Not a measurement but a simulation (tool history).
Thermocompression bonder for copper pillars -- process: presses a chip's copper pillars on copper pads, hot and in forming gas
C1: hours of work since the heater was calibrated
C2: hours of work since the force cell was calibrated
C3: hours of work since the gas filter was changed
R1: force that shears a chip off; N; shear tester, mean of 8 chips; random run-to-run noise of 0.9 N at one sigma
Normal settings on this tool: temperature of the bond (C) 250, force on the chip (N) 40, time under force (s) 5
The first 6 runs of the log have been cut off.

Run 7, hour 87.6: usual settings; C1 767; C2 157; C3 80. Result: R1 76.2 N.
Run 8, hour 106.9: usual settings; C1 781; C2 170; C3 93. Result: R1 74.7 N.
Run 9, hour 126: usual settings but temperature of the bond (C) 264; C1 794; C2 183; C3 107. Result: R1 86.4 N.
Run 10, hour 135.5: usual settings but temperature of the bond (C) 264; C1 800; C2 190; C3 113. Result: R1 87.9 N.
Run 11, hour 148.7: usual settings but time under force (s) 12; C1 810; C2 199; C3 122. Result: R1 95.7 N.
Run 12, hour 160.3: usual settings but temperature of the bond (C) 226, time under force (s) 12; C1 818; C2 207; C3 130. Result: R1 75 N.
Run 13, hour 173.8: usual settings but temperature of the bond (C) 226, time under force (s) 12; C1 827; C2 217; C3 140. Result: R1 74.1 N.
At hour 176.8: heater calibrated with a thermocouple chip.
Run 14, hour 185.3: usual settings; C1 6; C2 223; C3 146. Result: R1 73.7 N.
Run 15, hour 193.7: usual settings; C1 12; C2 229; C3 152. Result: R1 77.2 N.
Run 16, hour 213.6: usual settings; C1 26; C2 243; C3 166. Result: R1 74.9 N.
Run 17, hour 223.3: usual settings but temperature of the bond (C) 230; C1 32; C2 249; C3 173. Result: R1 57.1 N.
Run 18, hour 240.6: usual settings but temperature of the bond (C) 230; C1 44; C2 262; C3 185. Result: R1 57.4 N.
At hour 247.1: forming gas filter changed.
Run 19, hour 249.7: usual settings but force on the chip (N) 49; C1 50; C2 267; C3 2. Result: R1 88 N.
Run 20, hour 267.3: usual settings; C1 62; C2 280; C3 14. Result: R1 78.9 N.
At hour 274.7: heater calibrated with a thermocouple chip, once more.
Run 21, hour 280.8: usual settings but temperature of the bond (C) 274, force on the chip (N) 39; C1 4; C2 288; C3 22. Result: R1 92.5 N.
Run 22, hour 292.1: usual settings but temperature of the bond (C) 229, force on the chip (N) 28, time under force (s) 4; C1 12; C2 295; C3 30. Result: R1 41.4 N.
Run 23, hour 304.6: usual settings but temperature of the bond (C) 229, force on the chip (N) 28, time under force (s) 4; C1 21; C2 304; C3 38. Result: R1 40.4 N.
Run 24, hour 318.6: usual settings but temperature of the bond (C) 229, force on the chip (N) 29, time under force (s) 4; C1 30; C2 314; C3 48. Result: R1 41.4 N.
Run 25, hour 335: usual settings but temperature of the bond (C) 245, force on the chip (N) 33; C1 42; C2 325; C3 60. Result: R1 61.4 N.
Run 26, hour 349.7: usual settings but temperature of the bond (C) 251, force on the chip (N) 44; C1 52; C2 335; C3 70. Result: R1 78.9 N.

What does the tool deliver on the next run?
Run 27, hour 368.5: usual settings but temperature of the bond (C) 235; C1 65; C2 348; C3 83. Result: R1 ?.

{"run 27": {"R1": 61.2}}
Without the tool's hidden state the same run would have given R1 63.9 N.

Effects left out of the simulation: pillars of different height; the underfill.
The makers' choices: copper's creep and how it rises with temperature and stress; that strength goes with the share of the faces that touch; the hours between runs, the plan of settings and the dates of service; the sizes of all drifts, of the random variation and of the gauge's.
